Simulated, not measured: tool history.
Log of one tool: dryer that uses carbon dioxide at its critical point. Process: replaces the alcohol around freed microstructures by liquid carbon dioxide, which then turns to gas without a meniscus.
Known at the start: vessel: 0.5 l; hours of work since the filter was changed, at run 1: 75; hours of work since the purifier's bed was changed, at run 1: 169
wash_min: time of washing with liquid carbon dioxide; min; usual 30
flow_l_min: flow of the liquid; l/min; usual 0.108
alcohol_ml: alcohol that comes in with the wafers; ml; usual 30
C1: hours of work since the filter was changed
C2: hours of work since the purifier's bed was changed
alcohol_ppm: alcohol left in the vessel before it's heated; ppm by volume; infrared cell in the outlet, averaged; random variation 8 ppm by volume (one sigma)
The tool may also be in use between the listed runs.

run 1 hour=0 | wash_min=30 flow_l_min=0.108 alcohol_ml=30 | C1=75 C2=169 | alcohol_ppm=475
run 2 hour=18.9 | wash_min=30 flow_l_min=0.108 alcohol_ml=30 | C1=88 C2=182 | alcohol_ppm=497
run 3 hour=36.3 | wash_min=30 flow_l_min=0.108 alcohol_ml=30 | C1=100 C2=194 | alcohol_ppm=504
run 4 hour=53.2 | wash_min=30 flow_l_min=0.108 alcohol_ml=30 | C1=112 C2=206 | alcohol_ppm=525
run 5 hour=67.5 | wash_min=30 flow_l_min=0.108 alcohol_ml=30 | C1=122 C2=215 | alcohol_ppm=516
run 6 hour=81.2 | wash_min=30 flow_l_min=0.108 alcohol_ml=30 | C1=131 C2=225 | alcohol_ppm=540
run 7 hour=93.5 | wash_min=30 flow_l_min=0.108 alcohol_ml=30 | C1=140 C2=233 | alcohol_ppm=532
run 8 hour=103 | wash_min=30 flow_l_min=0.108 alcohol_ml=78 | C1=146 C2=240 | alcohol_ppm=1308
run 9 hour=114.8 | wash_min=30 flow_l_min=0.108 alcohol_ml=78 | C1=154 C2=248 | alcohol_ppm=1330
run 10 hour=123.4 | wash_min=30 flow_l_min=0.108 alcohol_ml=78 | C1=160 C2=254 | alcohol_ppm=1329
run 11 hour=133.6 | wash_min=30 flow_l_min=0.108 alcohol_ml=49 | C1=167 C2=261 | alcohol_ppm=845
run 12 hour=151.2 | wash_min=30 flow_l_min=0.108 alcohol_ml=49 | C1=179 C2=273 | alcohol_ppm=861
run 13 hour=171 | wash_min=30 flow_l_min=0.108 alcohol_ml=49 | C1=193 C2=286 | alcohol_ppm=875
run 14 hour=189.6 | wash_min=30 flow_l_min=0.142 alcohol_ml=30 | C1=205 C2=299 | alcohol_ppm=167
run 15 hour=207.4 | wash_min=30 flow_l_min=0.138 alcohol_ml=30 | C1=218 C2=311 | alcohol_ppm=188
run 16 hour=223.9 | wash_min=43 flow_l_min=0.138 alcohol_ml=30 | C1=229 C2=323 | alcohol_ppm=88
run 17 hour=233.7 | wash_min=43 flow_l_min=0.138 alcohol_ml=30 | C1=236 C2=329 | alcohol_ppm=89
run 18 hour=245 | wash_min=30 flow_l_min=0.108 alcohol_ml=84 | C1=243 C2=337 | alcohol_ppm=1502
run 19 hour=255.5 | wash_min=47 flow_l_min=0.108 alcohol_ml=62 | C1=251 C2=344 | alcohol_ppm=161
run 20 hour=264.4 | wash_min=28 flow_l_min=0.095 alcohol_ml=30 | C1=257 C2=350 | alcohol_ppm=1358
run 21 hour=282.9 | wash_min=41 flow_l_min=0.108 alcohol_ml=30 | C1=269 C2=363 | alcohol_ppm=172
run 22 hour=300.1 | wash_min=41 flow_l_min=0.108 alcohol_ml=30 | C1=281 C2=375 | alcohol_ppm=187
run 23 hour=310.8 | wash_min=23 flow_l_min=0.162 alcohol_ml=32 | C1=289 C2=382 | alcohol_ppm=327
run 24 hour=329.4 | wash_min=21 flow_l_min=0.108 alcohol_ml=103 | C1=301 C2=395 | alcohol_ppm=7819
run 25 hour=339.1 | wash_min=21 flow_l_min=0.108 alcohol_ml=103 | C1=308 C2=402 | alcohol_ppm=7641
run 26 hour=349.2 | wash_min=29 flow_l_min=0.077 alcohol_ml=117 | C1=315 C2=409 | alcohol_ppm=10483
run 27 hour=362.4 | wash_min=19 flow_l_min=0.1 alcohol_ml=117 | C1=324 C2=418 | alcohol_ppm=15100
run 28 hour=379.9 | wash_min=44 flow_l_min=0.175 alcohol_ml=115 | C1=336 C2=430 | alcohol_ppm=105
run 29 hour=390.1 | wash_min=44 flow_l_min=0.175 alcohol_ml=115 | C1=343 C2=437 | alcohol_ppm=97
run 30 hour=406.4 | wash_min=30 flow_l_min=0.149 alcohol_ml=30 | C1=354 C2=448 | alcohol_ppm=185
run 31 hour=420.3 | wash_min=30 flow_l_min=0.149 alcohol_ml=31 | C1=364 C2=457 | alcohol_ppm=186
run 32 hour=440.6 | wash_min=30 flow_l_min=0.108 alcohol_ml=23 | C1=378 C2=471 | alcohol_ppm=569
run 33 hour=455.5 | wash_min=30 flow_l_min=0.083 alcohol_ml=107 | C1=388 C2=481 | alcohol_ppm=6660
-- hour=464.1 inlet filter changed
run 34 hour=470 | wash_min=24 flow_l_min=0.096 alcohol_ml=30 | C1=4 C2=491 | alcohol_ppm=1956
run 35 hour=487.5 | wash_min=24 flow_l_min=0.096 alcohol_ml=30 | C1=16 C2=503 | alcohol_ppm=2027

Forecast each of these 3 alternatives for the next run:
run A hour=505.7 | wash_min=24 flow_l_min=0.076 alcohol_ml=30 | C1=28 C2=515 | alcohol_ppm=?
run B hour=505.7 | wash_min=40 flow_l_min=0.112 alcohol_ml=52 | C1=28 C2=515 | alcohol_ppm=?
run C hour=505.7 | wash_min=30 flow_l_min=0.108 alcohol_ml=30 | C1=28 C2=515 | alcohol_ppm=?

run=A alcohol_ppm=4206
run=B alcohol_ppm=243
run=C alcohol_ppm=572
Without the tool's hidden state the same runs would have given:
run=A alcohol_ppm=3955
run=B alcohol_ppm=118
run=C alcohol_ppm=429
